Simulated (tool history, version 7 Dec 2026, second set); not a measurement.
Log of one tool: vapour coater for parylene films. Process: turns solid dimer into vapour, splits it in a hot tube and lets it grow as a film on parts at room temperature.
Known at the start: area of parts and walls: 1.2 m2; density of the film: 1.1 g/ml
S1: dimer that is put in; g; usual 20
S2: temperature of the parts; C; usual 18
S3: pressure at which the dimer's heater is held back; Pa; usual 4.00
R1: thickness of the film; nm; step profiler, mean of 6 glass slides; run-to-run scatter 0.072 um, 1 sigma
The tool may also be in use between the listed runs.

run	day	S1	S2	S3	R1
1	0.000	20	18	4.00	11150
2	0.383	20	18	4.00	11170
3	0.896	20	18	4.00	11230
4	1.496	20	18	11.02	9890
5	1.804	8	18	4.00	4430
6	2.221	20	18	4.00	11010
7	2.517	20	18	4.00	11130
8	2.838	20	18	4.00	11130
9	3.454	20	18	4.00	10960
10	3.925	16	26	8.00	5540
11	4.317	17	24	4.18	6930
12	4.825	10	21	4.00	4750
13	5.125	16	24	3.09	6660
14	5.754	9	27	2.28	3380
15	6.092	9	27	2.28	3350
16	6.483	20	13	2.17	14690

5 ways to go on from here, each from the tool as it stands after run 16. What would each give?
A	7.112	20	21	9.32	?
B	7.112	14	17	2.17	?
C	7.112	12	15	3.62	?
D	7.112	20	13	7.74	?
E	7.112	20	12	2.87	?

run	R1
A	8760
B	8700
C	7800
D	13210
E	14650
Stripped of hidden state, with their random variation kept, the same runs would have yielded:
run	R1
A	8990
B	8920
C	8000
D	13550
E	14850
